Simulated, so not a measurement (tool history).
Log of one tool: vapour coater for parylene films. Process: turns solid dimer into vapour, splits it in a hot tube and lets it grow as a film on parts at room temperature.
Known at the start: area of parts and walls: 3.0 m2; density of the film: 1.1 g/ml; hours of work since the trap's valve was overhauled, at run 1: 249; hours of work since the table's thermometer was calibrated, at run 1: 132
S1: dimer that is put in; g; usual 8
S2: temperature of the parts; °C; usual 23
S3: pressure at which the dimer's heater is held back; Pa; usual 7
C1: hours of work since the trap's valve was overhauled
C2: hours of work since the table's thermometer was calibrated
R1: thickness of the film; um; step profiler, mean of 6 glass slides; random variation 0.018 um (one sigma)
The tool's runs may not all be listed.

run	hour	S1	S2	S3	C1	C2	R1
1	0	8	23	7	249	132	1.28
2	18.5	8	23	7	265	148	1.26
3	26.1	8	21	7	272	154	1.42
# hour 39.1: trap's valve overhauled
4	45.8	8	23	7	6	168	1.2
5	60.5	8	23	7	19	181	1.22
6	69.8	8	23	7	27	189	1.25
7	88.3	8	26	7	43	205	1.08
8	103.7	8	26	7	56	219	1.06
9	119.3	8	23	7	70	232	1.16
10	133.7	8	23	11.99	83	245	1.09
# hour 142.9: trap's valve overhauled, once more
11	151.8	8	23	11.99	8	257	1.36
12	164.7	8	23	11.99	19	269	1.37
13	180.4	8	32	7	33	282	0.95
14	189.8	8	32	7	41	290	0.96
15	207.6	5	23	7	56	306	0.87
16	217.5	5	23	7	65	315	0.85
17	226.7	8	22	7	73	323	1.46
18	236	8	22	7	81	331	1.46
19	252.3	8	22	7	95	345	1.44
20	267.4	8	22	7	109	358	1.43
21	277.5	7	22	9.15	117	367	1.19
22	287.3	7	16	9.15	126	376	1.56
23	301.8	3	19	4.1	139	388	0.62
24	310.8	8	22	7	147	396	1.4
25	326.7	13	20	5.8	161	410	2.51
26	344.8	13	20	5.8	176	426	2.47
27	355.5	8	23	10.92	186	435	1.24
28	371.2	8	23	10.92	199	449	1.24
29	388.7	6	23	2.51	215	464	1.09
30	400.3	9	28	2.51	225	474	1.26
31	413.8	9	28	2.51	237	486	1.29
32	423.2	14	20	4.86	245	494	2.63

Forecast run 33:
33	439.3	8	23	4.86	259	508	?

R1: 1.29 um
Without the tool's hidden state the same run would have given R1 1.51 um.
